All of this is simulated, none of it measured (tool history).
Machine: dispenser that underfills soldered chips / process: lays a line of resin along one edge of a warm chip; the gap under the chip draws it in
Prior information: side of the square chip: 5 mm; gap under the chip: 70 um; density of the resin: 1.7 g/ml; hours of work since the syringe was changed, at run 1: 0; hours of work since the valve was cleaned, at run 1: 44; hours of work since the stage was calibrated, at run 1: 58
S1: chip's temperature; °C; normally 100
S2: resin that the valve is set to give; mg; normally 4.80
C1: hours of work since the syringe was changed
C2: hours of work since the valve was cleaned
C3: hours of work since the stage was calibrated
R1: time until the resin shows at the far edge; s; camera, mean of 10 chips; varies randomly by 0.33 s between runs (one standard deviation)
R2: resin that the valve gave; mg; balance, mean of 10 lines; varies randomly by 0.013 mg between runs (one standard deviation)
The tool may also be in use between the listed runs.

run   hour   S1    S2  C1  C2   C3    R1    R2
  1    0.0  100  4.80   0  44   58  13.5  4.69
  2    8.1  100  4.80   6  50   64  19.9  4.70
      12.3  -- new syringe of resin
  3   14.6  100  4.80   2  54   69  15.5  4.68
  4   21.0  100  4.80   6  59   73  20.5  4.67
      24.8  -- new syringe of resin
  5   25.2  100  4.80   0  62   76  14.1  4.66
  6   33.0  100  4.80   6  67   82  20.2  4.64
      37.0  -- new syringe of resin
  7   39.8   98  4.80   2  72   86  16.1  4.66
  8   48.3   98  4.80   8  78   92  24.4  4.62
      49.3  -- new syringe of resin
  9   55.0  100  4.80   4  83   97  17.3  4.60
      56.8  -- dispensing valve cleaned and set on the balance
      62.6  -- new syringe of resin
 10   63.6  100  4.80   1   5  102  15.6  4.78
 11   71.2  100  4.80   6  10  108  20.6  4.79
      74.8  -- new syringe of resin
 12   77.1  100  4.80   2  14  112  15.5  4.80
 13   80.9  100  4.80   4  17  114  19.3  4.76
      87.2  -- new syringe of resin
 14   88.9  112  4.91   1  22  120  10.8  4.87
 15   96.0  112  4.91   6  27  125  15.2  4.88
      99.5  -- new syringe of resin
 16  102.3  108  4.36   2  32  129  13.3  4.29
 17  106.2   93  5.95   5  35  132  23.0  5.85
 18  109.9   93  5.95   7  37  135  27.5  5.89
     111.9  -- new syringe of resin
 19  114.6   93  5.95   2  40  138  20.1  5.87
 20  121.4   86  4.20   7  45  143  33.3  4.11
     124.2  -- new syringe of resin
 21  125.8   86  4.20   1  48  146  23.0  4.12
 22  129.5  103  4.60   4  51  148  17.7  4.53
 23  134.3  102  5.67   7  54  152  21.2  5.55
     136.3  -- new syringe of resin
 24  141.0  101  5.34   3  59  156  15.5  5.23
     148.4  -- new syringe of resin
 25  149.7   97  4.80   1  65  162  16.6  4.65
 26  157.3   85  5.90   6  70  168  32.6  5.72

Alternative continuations, all from the tool just after run 26; predict every row:
     160.6  -- new syringe of resin
  A  165.1  93  5.90   3  76  173   ?   ?
     160.6  -- new syringe of resin
  B  165.1  99  6.00   3  76  173   ?   ?
     160.6  -- new syringe of resin
  C  165.1  89  5.93   3  76  173   ?   ?

run    R1    R2
  A  20.9  5.70
  B  17.6  5.80
  C  23.3  5.74
Without the tool's hidden state the same runs would have given:
run    R1    R2
  A  16.4  5.88
  B  13.9  5.99
  C  18.3  5.93
